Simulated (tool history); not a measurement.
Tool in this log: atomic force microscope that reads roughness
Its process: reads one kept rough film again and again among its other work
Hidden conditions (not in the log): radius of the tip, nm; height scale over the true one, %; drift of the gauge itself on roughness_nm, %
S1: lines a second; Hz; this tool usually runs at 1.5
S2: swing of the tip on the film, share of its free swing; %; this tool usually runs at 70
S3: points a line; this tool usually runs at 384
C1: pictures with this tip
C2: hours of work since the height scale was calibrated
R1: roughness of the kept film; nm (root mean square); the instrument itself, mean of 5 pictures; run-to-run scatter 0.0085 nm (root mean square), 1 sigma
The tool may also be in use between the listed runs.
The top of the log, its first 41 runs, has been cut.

run,hour,S1,S2,S3,C1,C2,R1
42,584.7,1.21,65,664,121,845,1.888
43,599,1.5,70,826,151,855,1.849
44,612,1.5,85,727,179,865,1.789
45,629.2,1.5,85,727,216,877,1.778
# hour 634.6: new tip fitted
46,639.4,2.58,72,286,10,885,1.795
47,658.4,3.08,58,922,51,899,1.873
48,672.8,1.02,60,264,81,909,1.895
49,691.2,0.51,55,389,121,923,1.914
50,709.5,0.83,55,385,160,936,1.923
51,728,1.5,73,609,199,950,1.85
# hour 742: new tip fitted
52,748.3,1.5,73,635,13,965,1.861

Predict each of these 5 candidate next runs independently; none follows another, all start after run 52:
A,762.9,1.5,70,323,45,975,?
B,762.9,3.21,73,384,45,975,?
C,762.9,2.33,59,300,45,975,?
D,762.9,1.5,57,635,45,975,?
E,762.9,1.5,73,313,45,975,?

run,R1
A,1.875
B,1.764
C,1.884
D,1.915
E,1.841
With no hidden state in the tool, these same runs would have given:
run,R1
A,1.879
B,1.767
C,1.887
D,1.918
E,1.845
